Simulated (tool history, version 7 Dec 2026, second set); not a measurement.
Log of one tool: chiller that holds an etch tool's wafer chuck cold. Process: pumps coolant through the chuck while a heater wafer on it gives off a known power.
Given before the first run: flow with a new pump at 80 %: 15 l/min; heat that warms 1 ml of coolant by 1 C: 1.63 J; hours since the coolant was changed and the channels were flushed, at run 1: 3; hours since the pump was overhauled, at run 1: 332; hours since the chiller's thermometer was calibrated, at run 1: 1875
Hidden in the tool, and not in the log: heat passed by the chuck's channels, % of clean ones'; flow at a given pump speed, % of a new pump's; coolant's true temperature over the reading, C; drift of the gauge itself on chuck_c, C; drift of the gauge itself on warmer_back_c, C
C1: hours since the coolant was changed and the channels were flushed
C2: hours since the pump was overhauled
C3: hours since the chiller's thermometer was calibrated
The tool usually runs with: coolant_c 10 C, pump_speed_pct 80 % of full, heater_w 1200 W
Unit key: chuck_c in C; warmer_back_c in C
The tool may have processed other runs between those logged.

run 1 hour=0.0 | coolant_c=10 pump_speed_pct=80 heater_w=1200 | C1=3 C2=332 C3=1875 | chuck_c=17.9 warmer_back_c=3.04
run 2 hour=76.7 | coolant_c=10 pump_speed_pct=92 heater_w=1200 | C1=80 C2=409 C3=1952 | chuck_c=17.1 warmer_back_c=2.60
run 3 hour=141.8 | coolant_c=10 pump_speed_pct=82 heater_w=1200 | C1=145 C2=474 C3=2017 | chuck_c=17.9 warmer_back_c=2.98
run 4 hour=207.3 | coolant_c=10 pump_speed_pct=82 heater_w=1200 | C1=210 C2=540 C3=2082 | chuck_c=17.7 warmer_back_c=2.98
run 5 hour=267.9 | coolant_c=10 pump_speed_pct=80 heater_w=1624 | C1=271 C2=600 C3=2143 | chuck_c=20.9 warmer_back_c=4.08
run 6 hour=334.7 | coolant_c=10 pump_speed_pct=66 heater_w=1200 | C1=338 C2=667 C3=2210 | chuck_c=19.2 warmer_back_c=3.79
run 7 hour=405.7 | coolant_c=8 pump_speed_pct=80 heater_w=1200 | C1=409 C2=738 C3=2281 | chuck_c=16.0 warmer_back_c=3.08
run 8 hour=461.5 | coolant_c=8 pump_speed_pct=80 heater_w=1200 | C1=465 C2=794 C3=2337 | chuck_c=16.0 warmer_back_c=2.99
run 9 hour=498.7 | coolant_c=10 pump_speed_pct=80 heater_w=1200 | C1=502 C2=831 C3=2374 | chuck_c=18.1 warmer_back_c=3.06
run 10 hour=574.2 | coolant_c=10 pump_speed_pct=80 heater_w=1200 | C1=577 C2=907 C3=2449 | chuck_c=18.2 warmer_back_c=3.01
run 11 hour=645.8 | coolant_c=10 pump_speed_pct=80 heater_w=1200 | C1=649 C2=978 C3=2521 | chuck_c=18.0 warmer_back_c=3.06
run 12 hour=697.0 | coolant_c=10 pump_speed_pct=80 heater_w=1200 | C1=700 C2=1029 C3=2572 | chuck_c=18.0 warmer_back_c=3.05
run 13 hour=772.9 | coolant_c=10 pump_speed_pct=80 heater_w=1200 | C1=776 C2=1105 C3=2648 | chuck_c=18.1 warmer_back_c=3.03
run 14 hour=841.0 | coolant_c=10 pump_speed_pct=80 heater_w=1200 | C1=844 C2=1173 C3=2716 | chuck_c=18.0 warmer_back_c=3.05
run 15 hour=875.9 | coolant_c=10 pump_speed_pct=80 heater_w=1200 | C1=879 C2=1208 C3=2751 | chuck_c=18.0 warmer_back_c=3.01
run 16 hour=928.7 | coolant_c=10 pump_speed_pct=80 heater_w=1200 | C1=932 C2=1261 C3=2804 | chuck_c=18.0 warmer_back_c=3.10
run 17 hour=1002.0 | coolant_c=10 pump_speed_pct=80 heater_w=1200 | C1=1005 C2=1334 C3=2877 | chuck_c=18.1 warmer_back_c=3.08
run 18 hour=1061.4 | coolant_c=10 pump_speed_pct=86 heater_w=1200 | C1=1064 C2=1394 C3=2937 | chuck_c=17.8 warmer_back_c=2.79
run 19 hour=1135.1 | coolant_c=10 pump_speed_pct=90 heater_w=622 | C1=1138 C2=1467 C3=3010 | chuck_c=13.7 warmer_back_c=1.36
run 20 hour=1178.4 | coolant_c=8 pump_speed_pct=80 heater_w=770 | C1=1181 C2=1511 C3=3054 | chuck_c=12.9 warmer_back_c=1.93
run 21 hour=1227.5 | coolant_c=11 pump_speed_pct=73 heater_w=1291 | C1=1230 C2=1560 C3=3103 | chuck_c=20.5 warmer_back_c=3.73
run 22 hour=1295.6 | coolant_c=15 pump_speed_pct=96 heater_w=1164 | C1=1299 C2=1628 C3=3171 | chuck_c=21.4 warmer_back_c=2.44
run 23 hour=1349.2 | coolant_c=10 pump_speed_pct=80 heater_w=974 | C1=1352 C2=1682 C3=3224 | chuck_c=16.3 warmer_back_c=2.52
run 24 hour=1392.4 | coolant_c=10 pump_speed_pct=81 heater_w=1410 | C1=1395 C2=1725 C3=3268 | chuck_c=19.5 warmer_back_c=3.56
run 25 hour=1466.4 | coolant_c=4 pump_speed_pct=96 heater_w=1200 | C1=1469 C2=1799 C3=3342 | chuck_c=10.8 warmer_back_c=2.50
run 26 hour=1543.4 | coolant_c=10 pump_speed_pct=80 heater_w=1200 | C1=1546 C2=1876 C3=3419 | chuck_c=18.1 warmer_back_c=3.15
run 27 hour=1597.3 | coolant_c=10 pump_speed_pct=76 heater_w=1318 | C1=1600 C2=1930 C3=3472 | chuck_c=19.4 warmer_back_c=3.62
run 28 hour=1629.2 | coolant_c=10 pump_speed_pct=76 heater_w=1318 | C1=1632 C2=1962 C3=3504 | chuck_c=19.3 warmer_back_c=3.56
run 29 hour=1669.9 | coolant_c=15 pump_speed_pct=65 heater_w=1012 | C1=1673 C2=2002 C3=3545 | chuck_c=22.7 warmer_back_c=3.32
run 30 hour=1709.6 | coolant_c=4 pump_speed_pct=86 heater_w=1183 | C1=1713 C2=2042 C3=3585 | chuck_c=11.5 warmer_back_c=2.83
run 31 hour=1781.5 | coolant_c=4 pump_speed_pct=86 heater_w=1183 | C1=1785 C2=2114 C3=3657 | chuck_c=11.5 warmer_back_c=2.82
run 32 hour=1843.2 | coolant_c=15 pump_speed_pct=75 heater_w=1074 | C1=1846 C2=2176 C3=3718 | chuck_c=22.5 warmer_back_c=2.97

Below, some changes in warmer_back_c between adjacent runs. For each, the amount present without the hidden state too (settings, incoming material, random variation) and the amount remaining for the hidden state with gauge scatter not shared by both compared results:
Run 18 -> 19: pump_speed_pct 86 -> 90, heater_w 1200 -> 622. warmer_back_c -1.43 C: hidden state -0.05, all else -1.38.
Run 20 -> 21: coolant_c 8 -> 11, pump_speed_pct 80 -> 73, heater_w 770 -> 1291. warmer_back_c +1.80 C: hidden state +0.08, all else +1.72.
Run 21 -> 22: coolant_c 11 -> 15, pump_speed_pct 73 -> 96, heater_w 1291 -> 1164. warmer_back_c -1.29 C: hidden state -0.06, all else -1.23.
